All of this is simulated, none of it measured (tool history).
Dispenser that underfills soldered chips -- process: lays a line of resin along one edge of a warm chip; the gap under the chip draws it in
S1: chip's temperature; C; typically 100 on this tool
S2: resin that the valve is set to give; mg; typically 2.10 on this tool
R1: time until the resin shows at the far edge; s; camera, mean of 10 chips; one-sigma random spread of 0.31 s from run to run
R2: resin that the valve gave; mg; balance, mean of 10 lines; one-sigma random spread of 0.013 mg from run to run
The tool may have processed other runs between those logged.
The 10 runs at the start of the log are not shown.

Run 11, hour 39.7: usual settings but S2 2.40 mg. Result: R1 12.2 s, R2 2.40 mg.
At hour 45.2: new syringe of resin.
Run 12, hour 46.1: usual settings but S2 2.61 mg. Result: R1 8.8 s, R2 2.58 mg.
Run 13, hour 51.7: usual settings. Result: R1 10.7 s, R2 2.09 mg.
Run 14, hour 56.1: usual settings. Result: R1 12.1 s, R2 2.09 mg.
Run 15, hour 59.7: usual settings. Result: R1 13.5 s, R2 2.10 mg.
At hour 60.7: new syringe of resin.
Run 16, hour 64.5: usual settings. Result: R1 10.2 s, R2 2.08 mg.
Run 17, hour 69.3: usual settings. Result: R1 11.9 s, R2 2.06 mg.
Run 18, hour 73.1: usual settings but S2 2.02 mg. Result: R1 13.2 s, R2 1.99 mg.
At hour 76.1: new syringe of resin.
Run 19, hour 76.1: usual settings but S2 2.02 mg. Result: R1 9.1 s, R2 1.97 mg.
Run 20, hour 82.1: usual settings but S1 108 C, S2 2.06 mg. Result: R1 8.4 s, R2 2.02 mg.
Run 21, hour 86.0: usual settings but S1 94 C, S2 2.49 mg. Result: R1 13.9 s, R2 2.42 mg.
Run 22, hour 88.6: usual settings but S1 94 C, S2 2.49 mg. Result: R1 15.4 s, R2 2.43 mg.
Run 23, hour 91.2: usual settings but S1 94 C, S2 2.49 mg. Result: R1 16.1 s, R2 2.42 mg.
At hour 91.9: new syringe of resin.
Run 24, hour 94.5: usual settings but S1 94 C, S2 2.49 mg. Result: R1 11.5 s, R2 2.42 mg.
Run 25, hour 98.6: usual settings but S1 88 C, S2 2.22 mg. Result: R1 15.4 s, R2 2.15 mg.
Run 26, hour 102.0: usual settings but S1 96 C, S2 2.20 mg. Result: R1 13.5 s, R2 2.15 mg.
At hour 107.5: new syringe of resin.
Run 27, hour 108.3: usual settings but S1 96 C, S2 2.20 mg. Result: R1 9.9 s, R2 2.14 mg.
Run 28, hour 112.1: usual settings but S1 106 C, S2 1.98 mg. Result: R1 8.7 s, R2 1.95 mg.
Run 29, hour 116.7: usual settings but S1 99 C, S2 1.95 mg. Result: R1 12.2 s, R2 1.90 mg.
Run 30, hour 122.2: usual settings but S1 94 C, S2 2.36 mg. Result: R1 15.5 s, R2 2.27 mg.
At hour 123.0: new syringe of resin.
Run 31, hour 128.4: usual settings but S1 94 C, S2 2.36 mg. Result: R1 12.4 s, R2 2.25 mg.

Forecast run 32:
Run 32, hour 131.2: usual settings but S1 114 C, S2 2.54 mg. Result: R1 ?, R2 ?.

R1: 6.8 s
R2: 2.43 mg
Take away the tool's hidden state, keep the run-to-run variation as it was, and the same run would have given R1 5.3 s, R2 2.53 mg.

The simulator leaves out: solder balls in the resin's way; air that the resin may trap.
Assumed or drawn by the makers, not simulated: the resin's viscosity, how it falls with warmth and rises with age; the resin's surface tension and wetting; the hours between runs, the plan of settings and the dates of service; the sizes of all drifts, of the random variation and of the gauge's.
